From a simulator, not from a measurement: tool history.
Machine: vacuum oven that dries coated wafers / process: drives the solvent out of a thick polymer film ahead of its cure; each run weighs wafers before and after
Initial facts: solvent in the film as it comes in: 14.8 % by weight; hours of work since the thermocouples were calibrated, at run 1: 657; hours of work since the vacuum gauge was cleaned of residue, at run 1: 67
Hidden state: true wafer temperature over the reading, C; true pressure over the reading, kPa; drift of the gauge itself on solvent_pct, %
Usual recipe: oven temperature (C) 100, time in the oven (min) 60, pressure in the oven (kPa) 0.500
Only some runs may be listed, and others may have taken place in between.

run     day  oven temperature (C)  time in the oven (min)  pressure in the oven (kPa)  hours of work since the thermocouples were calibrated  hours of work since the vacuum gauge was cleaned of residue  solvent left in the film (%)
  1   0.000                   100                      60                       0.500                                                    657                                                           67                          3.68
  2   0.558                   100                      60                       0.500                                                    663                                                           73                          3.64
  3   1.546                   100                      60                       1.117                                                    673                                                           84                          3.99
  4   2.754                   100                      54                       0.500                                                    686                                                           96                          4.08
  5   3.392                   100                      54                       0.500                                                    692                                                          103                          4.06
  6   4.300                    89                      54                       0.500                                                    702                                                          112                          6.12
  7   5.625                    89                      54                       0.500                                                    716                                                          126                          6.15
  8   6.817                    89                      54                       0.500                                                    728                                                          139                          6.07
  9   7.375                    89                      54                       0.500                                                    734                                                          145                          6.19
 10   8.679                    89                      54                       0.500                                                    748                                                          158                          6.14
 11   9.946                    89                      82                       0.500                                                    761                                                          172                          4.36
 12  10.917                    89                      82                       0.500                                                    771                                                          182                          4.47
 13  11.633                    89                      82                       0.500                                                    779                                                          189                          4.43
 14  12.808                   100                      60                       0.500                                                    791                                                          202                          3.74
 15  13.992                   100                      60                       1.459                                                    804                                                          214                          4.22
 16  14.562                   100                      60                       1.459                                                    810                                                          220                          4.18
 17  15.250                   100                      60                       1.459                                                    817                                                          227                          4.25
 18  16.442                   100                      60                       1.459                                                    829                                                          240                          4.18
 19  17.671                   100                      60                       0.791                                                    842                                                          253                          3.85
 20  18.771                   100                      60                       0.791                                                    854                                                          264                          3.92
 21  19.833                   100                      60                       0.887                                                    865                                                          276                          3.88
 22  20.650                   100                      60                       0.887                                                    874                                                          284                          3.97
 23  21.254                   100                      60                       0.887                                                    880                                                          290                          4.01
 24  22.450                   100                      36                       0.267                                                    892                                                          303                          5.83
 25  23.604                   100                      94                       0.267                                                    905                                                          315                          1.97
 26  24.571                   100                      94                       0.422                                                    915                                                          325                          2.02
 27  25.629                   100                      94                       0.422                                                    926                                                          336                          2.05
 28  26.617                   100                      54                       0.500                                                    936                                                          347                          4.24
 29  27.300                    87                      92                       0.595                                                    943                                                          354                          4.44
 30  28.008                   109                      95                       0.443                                                    951                                                          361                          1.04
 31  29.088                    97                      65                       0.500                                                    962                                                          373                          4.00
 32  30.104                    97                      65                       0.500                                                    973                                                          383                          4.00
 33  30.992                   106                      47                       0.258                                                    982                                                          393                          3.67

Estimate the outcome of run 34 from the log above:
 34  32.133                   100                      72                       0.418                                                    994                                                          405                             ?

{"run 34": {"solvent left in the film (%)": 3.03}}
With the hidden condition absent and the run-to-run variation left alone, this run would have shown solvent left in the film (%) 2.66.
